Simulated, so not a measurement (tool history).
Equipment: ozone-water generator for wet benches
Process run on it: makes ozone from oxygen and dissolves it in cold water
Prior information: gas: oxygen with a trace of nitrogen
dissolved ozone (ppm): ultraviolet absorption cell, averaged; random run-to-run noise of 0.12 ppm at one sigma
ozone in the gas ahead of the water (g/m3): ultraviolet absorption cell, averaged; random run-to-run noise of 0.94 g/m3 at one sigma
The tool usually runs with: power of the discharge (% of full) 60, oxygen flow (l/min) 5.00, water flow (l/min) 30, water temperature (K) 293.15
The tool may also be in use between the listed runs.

| run | hour | power of the discharge (% of full) | oxygen flow (l/min) | water flow (l/min) | water temperature (K) | dissolved ozone (ppm) | ozone in the gas ahead of the water (g/m3) |
|---|---|---|---|---|---|---|---|
| 1 | 0.0 | 60 | 5.00 | 30 | 293.15 | 8.9 | 140.7 |
| 2 | 89.0 | 60 | 5.00 | 30 | 293.15 | 9.1 | 139.5 |
| 3 | 190.0 | 60 | 5.00 | 30 | 293.15 | 9.1 | 139.4 |
| 4 | 261.9 | 60 | 5.00 | 30 | 293.15 | 9.0 | 140.2 |
|  | 287.5 | water thermometer calibrated |
| 5 | 353.7 | 50 | 5.00 | 30 | 293.15 | 7.9 | 124.7 |
| 6 | 417.3 | 79 | 5.00 | 30 | 293.15 | 10.6 | 164.6 |
| 7 | 541.8 | 60 | 5.00 | 30 | 300.15 | 8.1 | 138.4 |
| 8 | 643.5 | 60 | 5.00 | 30 | 300.15 | 8.1 | 139.0 |
| 9 | 758.2 | 60 | 5.00 | 30 | 289.15 | 9.3 | 137.0 |
| 10 | 811.5 | 60 | 5.00 | 30 | 289.15 | 9.2 | 137.1 |
| 11 | 886.4 | 48 | 2.52 | 34 | 295.15 | 5.2 | 152.3 |
| 12 | 961.9 | 70 | 3.30 | 36 | 296.15 | 6.6 | 173.2 |
| 13 | 1012.9 | 60 | 5.00 | 25 | 289.15 | 10.9 | 137.0 |

5 ways to go on from here, each from the tool as it stands after run 13. What would each give?
| A | 1139.1 | 60 | 3.48 | 19 | 291.15 | ? | ? |
| B | 1139.1 | 60 | 6.18 | 25 | 289.15 | ? | ? |
| C | 1139.1 | 60 | 5.08 | 25 | 291.15 | ? | ? |
| D | 1139.1 | 60 | 5.00 | 30 | 292.15 | ? | ? |
| E | 1139.1 | 67 | 5.00 | 30 | 289.15 | ? | ? |

| run | dissolved ozone (ppm) | ozone in the gas ahead of the water (g/m3) |
|---|---|---|
| A | 12.2 | 153.6 |
| B | 11.4 | 125.8 |
| C | 10.7 | 134.5 |
| D | 8.8 | 135.8 |
| E | 9.6 | 144.9 |
Stripped of hidden state, with their random variation kept, the same runs would have yielded:
| run | dissolved ozone (ppm) | ozone in the gas ahead of the water (g/m3) |
|---|---|---|
| A | 15.3 | 180.0 |
| B | 14.3 | 147.5 |
| C | 13.5 | 157.5 |
| D | 11.1 | 159.1 |
| E | 12.2 | 171.7 |
